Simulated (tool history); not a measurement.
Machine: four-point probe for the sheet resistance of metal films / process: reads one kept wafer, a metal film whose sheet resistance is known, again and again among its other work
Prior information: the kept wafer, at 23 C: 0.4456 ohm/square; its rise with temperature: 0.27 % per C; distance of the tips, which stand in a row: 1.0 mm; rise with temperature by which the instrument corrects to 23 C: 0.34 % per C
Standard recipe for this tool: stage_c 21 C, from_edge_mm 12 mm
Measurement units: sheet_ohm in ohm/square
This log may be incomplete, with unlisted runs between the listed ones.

run 1 hour=0.0 | stage_c=21 from_edge_mm=12 | sheet_ohm=0.446117
run 2 hour=123.5 | stage_c=21 from_edge_mm=12 | sheet_ohm=0.445954
run 3 hour=267.3 | stage_c=21 from_edge_mm=12 | sheet_ohm=0.445967
run 4 hour=357.6 | stage_c=21 from_edge_mm=12 | sheet_ohm=0.445842
run 5 hour=424.7 | stage_c=21 from_edge_mm=12 | sheet_ohm=0.445793
run 6 hour=527.3 | stage_c=21 from_edge_mm=12 | sheet_ohm=0.445789
run 7 hour=659.9 | stage_c=19 from_edge_mm=12 | sheet_ohm=0.446241
run 8 hour=739.2 | stage_c=20 from_edge_mm=12 | sheet_ohm=0.446049
run 9 hour=842.7 | stage_c=20 from_edge_mm=12 | sheet_ohm=0.445859
run 10 hour=930.4 | stage_c=21 from_edge_mm=12 | sheet_ohm=0.445386
run 11 hour=994.5 | stage_c=21 from_edge_mm=12 | sheet_ohm=0.445473
run 12 hour=1062.4 | stage_c=21 from_edge_mm=12 | sheet_ohm=0.445406
run 13 hour=1155.4 | stage_c=34 from_edge_mm=12 | sheet_ohm=0.441350
run 14 hour=1285.5 | stage_c=34 from_edge_mm=13 | sheet_ohm=0.440993
run 15 hour=1407.0 | stage_c=34 from_edge_mm=13 | sheet_ohm=0.440911
run 16 hour=1532.5 | stage_c=21 from_edge_mm=29 | sheet_ohm=0.443771
-- hour=1622.8 new probe head fitted
run 17 hour=1623.9 | stage_c=21 from_edge_mm=29 | sheet_ohm=0.445298
run 18 hour=1712.8 | stage_c=21 from_edge_mm=29 | sheet_ohm=0.445245
run 19 hour=1775.5 | stage_c=21 from_edge_mm=12 | sheet_ohm=0.446488
run 20 hour=1883.7 | stage_c=21 from_edge_mm=12 | sheet_ohm=0.446396
run 21 hour=1970.9 | stage_c=21 from_edge_mm=12 | sheet_ohm=0.446400
run 22 hour=2062.1 | stage_c=18 from_edge_mm=12 | sheet_ohm=0.447433
run 23 hour=2155.9 | stage_c=21 from_edge_mm=7 | sheet_ohm=0.449454
run 24 hour=2266.8 | stage_c=26 from_edge_mm=16 | sheet_ohm=0.443932
run 25 hour=2395.1 | stage_c=26 from_edge_mm=16 | sheet_ohm=0.443774
run 26 hour=2482.1 | stage_c=26 from_edge_mm=16 | sheet_ohm=0.443753
run 27 hour=2585.7 | stage_c=26 from_edge_mm=16 | sheet_ohm=0.443686
run 28 hour=2701.2 | stage_c=26 from_edge_mm=16 | sheet_ohm=0.443619
-- hour=2810.3 stage's thermometer calibrated
run 29 hour=2816.2 | stage_c=34 from_edge_mm=15 | sheet_ohm=0.442170
run 30 hour=2960.3 | stage_c=30 from_edge_mm=15 | sheet_ohm=0.443315
run 31 hour=3096.1 | stage_c=30 from_edge_mm=15 | sheet_ohm=0.443168
run 32 hour=3235.5 | stage_c=23 from_edge_mm=12 | sheet_ohm=0.445832
run 33 hour=3339.9 | stage_c=18 from_edge_mm=46 | sheet_ohm=0.445959
run 34 hour=3447.7 | stage_c=18 from_edge_mm=46 | sheet_ohm=0.445836
run 35 hour=3512.2 | stage_c=26 from_edge_mm=24 | sheet_ohm=0.443556
run 36 hour=3595.8 | stage_c=21 from_edge_mm=53 | sheet_ohm=0.444795
run 37 hour=3737.6 | stage_c=27 from_edge_mm=53 | sheet_ohm=0.442524
run 38 hour=3811.2 | stage_c=27 from_edge_mm=53 | sheet_ohm=0.442665
run 39 hour=3954.0 | stage_c=20 from_edge_mm=12 | sheet_ohm=0.446372
run 40 hour=4022.4 | stage_c=24 from_edge_mm=8 | sheet_ohm=0.446991
run 41 hour=4100.5 | stage_c=24 from_edge_mm=8 | sheet_ohm=0.447087
run 42 hour=4174.1 | stage_c=33 from_edge_mm=11 | sheet_ohm=0.442433
run 43 hour=4272.7 | stage_c=33 from_edge_mm=11 | sheet_ohm=0.442408
run 44 hour=4398.4 | stage_c=33 from_edge_mm=11 | sheet_ohm=0.442272

4 options for the next run, each taken on its own from the tool as it stands now. Forecast them:
run A hour=4501.7 | stage_c=21 from_edge_mm=11 | sheet_ohm=?
run B hour=4501.7 | stage_c=18 from_edge_mm=44 | sheet_ohm=?
run C hour=4501.7 | stage_c=19 from_edge_mm=32 | sheet_ohm=?
run D hour=4501.7 | stage_c=21 from_edge_mm=11 | sheet_ohm=?

run=A sheet_ohm=0.445951
run=B sheet_ohm=0.445174
run=C sheet_ohm=0.445076
run=D sheet_ohm=0.446113
Without the tool's hidden state the same runs would have given:
run=A sheet_ohm=0.448151
run=B sheet_ohm=0.447375
run=C sheet_ohm=0.447275
run=D sheet_ohm=0.448314
